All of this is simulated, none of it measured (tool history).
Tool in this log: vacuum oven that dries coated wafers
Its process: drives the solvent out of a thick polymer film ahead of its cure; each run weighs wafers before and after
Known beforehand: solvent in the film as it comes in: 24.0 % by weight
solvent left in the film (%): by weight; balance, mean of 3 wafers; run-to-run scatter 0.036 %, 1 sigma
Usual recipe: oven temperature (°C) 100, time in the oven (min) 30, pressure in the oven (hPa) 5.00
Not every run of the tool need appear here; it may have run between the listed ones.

{"run": 1, "hour": 0.0, "oven temperature (°C)": 100, "time in the oven (min)": 30, "pressure in the oven (hPa)": 5.0, "solvent left in the film (%)": 1.09}
{"run": 2, "hour": 15.7, "oven temperature (°C)": 100, "time in the oven (min)": 30, "pressure in the oven (hPa)": 5.0, "solvent left in the film (%)": 1.16}
{"run": 3, "hour": 24.7, "oven temperature (°C)": 98, "time in the oven (min)": 30, "pressure in the oven (hPa)": 5.0, "solvent left in the film (%)": 1.35}
{"run": 4, "hour": 37.4, "oven temperature (°C)": 98, "time in the oven (min)": 30, "pressure in the oven (hPa)": 5.0, "solvent left in the film (%)": 1.44}
{"run": 5, "hour": 53.8, "oven temperature (°C)": 100, "time in the oven (min)": 30, "pressure in the oven (hPa)": 5.0, "solvent left in the film (%)": 1.14}
{"run": 6, "hour": 68.9, "oven temperature (°C)": 112, "time in the oven (min)": 30, "pressure in the oven (hPa)": 5.0, "solvent left in the film (%)": 0.34}
{"run": 7, "hour": 78.5, "oven temperature (°C)": 112, "time in the oven (min)": 30, "pressure in the oven (hPa)": 5.0, "solvent left in the film (%)": 0.32}
{"run": 8, "hour": 94.5, "oven temperature (°C)": 112, "time in the oven (min)": 30, "pressure in the oven (hPa)": 5.0, "solvent left in the film (%)": 0.28}
{"run": 9, "hour": 105.6, "oven temperature (°C)": 112, "time in the oven (min)": 30, "pressure in the oven (hPa)": 5.0, "solvent left in the film (%)": 0.41}
{"run": 10, "hour": 113.9, "oven temperature (°C)": 112, "time in the oven (min)": 30, "pressure in the oven (hPa)": 5.0, "solvent left in the film (%)": 0.36}
{"run": 11, "hour": 126.8, "oven temperature (°C)": 100, "time in the oven (min)": 49, "pressure in the oven (hPa)": 5.0, "solvent left in the film (%)": 0.47}
{"run": 12, "hour": 135.0, "oven temperature (°C)": 100, "time in the oven (min)": 27, "pressure in the oven (hPa)": 5.0, "solvent left in the film (%)": 1.41}
{"run": 13, "hour": 152.6, "oven temperature (°C)": 100, "time in the oven (min)": 27, "pressure in the oven (hPa)": 5.0, "solvent left in the film (%)": 1.5}
{"run": 14, "hour": 170.1, "oven temperature (°C)": 100, "time in the oven (min)": 52, "pressure in the oven (hPa)": 5.0, "solvent left in the film (%)": 0.38}
{"run": 15, "hour": 183.8, "oven temperature (°C)": 100, "time in the oven (min)": 52, "pressure in the oven (hPa)": 5.0, "solvent left in the film (%)": 0.49}
{"run": 16, "hour": 192.1, "oven temperature (°C)": 100, "time in the oven (min)": 30, "pressure in the oven (hPa)": 4.01, "solvent left in the film (%)": 1.1}
{"run": 17, "hour": 203.4, "oven temperature (°C)": 100, "time in the oven (min)": 30, "pressure in the oven (hPa)": 4.01, "solvent left in the film (%)": 1.1}
{"run": 18, "hour": 220.7, "oven temperature (°C)": 100, "time in the oven (min)": 16, "pressure in the oven (hPa)": 5.0, "solvent left in the film (%)": 3.87}
{"run": 19, "hour": 235.2, "oven temperature (°C)": 100, "time in the oven (min)": 30, "pressure in the oven (hPa)": 5.0, "solvent left in the film (%)": 1.05}
{"hour": 238.3, "done": "oven's thermocouples calibrated"}
{"run": 20, "hour": 245.6, "oven temperature (°C)": 100, "time in the oven (min)": 30, "pressure in the oven (hPa)": 5.0, "solvent left in the film (%)": 1.08}
{"run": 21, "hour": 262.0, "oven temperature (°C)": 100, "time in the oven (min)": 30, "pressure in the oven (hPa)": 5.0, "solvent left in the film (%)": 1.09}
{"run": 22, "hour": 273.9, "oven temperature (°C)": 100, "time in the oven (min)": 30, "pressure in the oven (hPa)": 2.84, "solvent left in the film (%)": 0.95}
{"run": 23, "hour": 288.2, "oven temperature (°C)": 100, "time in the oven (min)": 30, "pressure in the oven (hPa)": 2.84, "solvent left in the film (%)": 0.97}
{"run": 24, "hour": 296.3, "oven temperature (°C)": 100, "time in the oven (min)": 30, "pressure in the oven (hPa)": 2.84, "solvent left in the film (%)": 0.99}
{"run": 25, "hour": 308.8, "oven temperature (°C)": 100, "time in the oven (min)": 38, "pressure in the oven (hPa)": 7.16, "solvent left in the film (%)": 0.85}
{"hour": 319.0, "done": "oven's thermocouples calibrated, once more"}
{"run": 26, "hour": 327.0, "oven temperature (°C)": 108, "time in the oven (min)": 34, "pressure in the oven (hPa)": 5.0, "solvent left in the film (%)": 0.38}
{"run": 27, "hour": 336.3, "oven temperature (°C)": 107, "time in the oven (min)": 27, "pressure in the oven (hPa)": 6.06, "solvent left in the film (%)": 0.77}
{"run": 28, "hour": 348.6, "oven temperature (°C)": 107, "time in the oven (min)": 27, "pressure in the oven (hPa)": 6.06, "solvent left in the film (%)": 0.82}
{"run": 29, "hour": 364.3, "oven temperature (°C)": 92, "time in the oven (min)": 30, "pressure in the oven (hPa)": 3.76, "solvent left in the film (%)": 2.34}
{"run": 30, "hour": 377.5, "oven temperature (°C)": 86, "time in the oven (min)": 30, "pressure in the oven (hPa)": 3.96, "solvent left in the film (%)": 3.73}
{"run": 31, "hour": 388.5, "oven temperature (°C)": 86, "time in the oven (min)": 30, "pressure in the oven (hPa)": 3.96, "solvent left in the film (%)": 3.78}
{"run": 32, "hour": 396.1, "oven temperature (°C)": 86, "time in the oven (min)": 30, "pressure in the oven (hPa)": 3.96, "solvent left in the film (%)": 3.75}
{"run": 33, "hour": 409.5, "oven temperature (°C)": 108, "time in the oven (min)": 53, "pressure in the oven (hPa)": 5.19, "solvent left in the film (%)": 0.36}
{"run": 34, "hour": 419.4, "oven temperature (°C)": 100, "time in the oven (min)": 17, "pressure in the oven (hPa)": 4.44, "solvent left in the film (%)": 3.6}
{"run": 35, "hour": 436.6, "oven temperature (°C)": 100, "time in the oven (min)": 17, "pressure in the oven (hPa)": 4.44, "solvent left in the film (%)": 3.59}
{"run": 36, "hour": 447.9, "oven temperature (°C)": 100, "time in the oven (min)": 30, "pressure in the oven (hPa)": 9.83, "solvent left in the film (%)": 1.46}
{"run": 37, "hour": 459.9, "oven temperature (°C)": 100, "time in the oven (min)": 40, "pressure in the oven (hPa)": 5.0, "solvent left in the film (%)": 0.69}
{"run": 38, "hour": 470.5, "oven temperature (°C)": 100, "time in the oven (min)": 40, "pressure in the oven (hPa)": 5.0, "solvent left in the film (%)": 0.63}
{"run": 39, "hour": 478.0, "oven temperature (°C)": 104, "time in the oven (min)": 22, "pressure in the oven (hPa)": 5.0, "solvent left in the film (%)": 1.63}
{"run": 40, "hour": 485.1, "oven temperature (°C)": 99, "time in the oven (min)": 16, "pressure in the oven (hPa)": 5.0, "solvent left in the film (%)": 4.26}
{"run": 41, "hour": 497.9, "oven temperature (°C)": 88, "time in the oven (min)": 40, "pressure in the oven (hPa)": 6.37, "solvent left in the film (%)": 2.11}
{"run": 42, "hour": 513.9, "oven temperature (°C)": 101, "time in the oven (min)": 48, "pressure in the oven (hPa)": 3.63, "solvent left in the film (%)": 0.34}
{"run": 43, "hour": 521.4, "oven temperature (°C)": 101, "time in the oven (min)": 21, "pressure in the oven (hPa)": 3.91, "solvent left in the film (%)": 2.31}
{"run": 44, "hour": 534.7, "oven temperature (°C)": 104, "time in the oven (min)": 53, "pressure in the oven (hPa)": 14.82, "solvent left in the film (%)": 0.83}
{"run": 45, "hour": 548.5, "oven temperature (°C)": 104, "time in the oven (min)": 53, "pressure in the oven (hPa)": 14.82, "solvent left in the film (%)": 0.82}
{"run": 46, "hour": 556.2, "oven temperature (°C)": 85, "time in the oven (min)": 53, "pressure in the oven (hPa)": 14.82, "solvent left in the film (%)": 2.56}
{"run": 47, "hour": 565.2, "oven temperature (°C)": 85, "time in the oven (min)": 53, "pressure in the oven (hPa)": 14.82, "solvent left in the film (%)": 2.57}

4 ways to go on from here, each from the tool as it stands after run 47. What would each give?
{"run": "A", "hour": 578.9, "oven temperature (°C)": 101, "time in the oven (min)": 35, "pressure in the oven (hPa)": 5.0, "solvent left in the film (%)": "?"}
{"run": "B", "hour": 578.9, "oven temperature (°C)": 85, "time in the oven (min)": 21, "pressure in the oven (hPa)": 14.82, "solvent left in the film (%)": "?"}
{"run": "C", "hour": 578.9, "oven temperature (°C)": 102, "time in the oven (min)": 17, "pressure in the oven (hPa)": 14.82, "solvent left in the film (%)": "?"}
{"run": "D", "hour": 578.9, "oven temperature (°C)": 85, "time in the oven (min)": 29, "pressure in the oven (hPa)": 14.82, "solvent left in the film (%)": "?"}

run=A solvent_left_in_the_film_(%)=0.89
run=B solvent_left_in_the_film_(%)=7.18
run=C solvent_left_in_the_film_(%)=3.58
run=D solvent_left_in_the_film_(%)=5.14
Stripped of hidden state, with their random variation kept, the same runs would have yielded:
run=A solvent_left_in_the_film_(%)=0.83
run=B solvent_left_in_the_film_(%)=7.13
run=C solvent_left_in_the_film_(%)=3.55
run=D solvent_left_in_the_film_(%)=5.07

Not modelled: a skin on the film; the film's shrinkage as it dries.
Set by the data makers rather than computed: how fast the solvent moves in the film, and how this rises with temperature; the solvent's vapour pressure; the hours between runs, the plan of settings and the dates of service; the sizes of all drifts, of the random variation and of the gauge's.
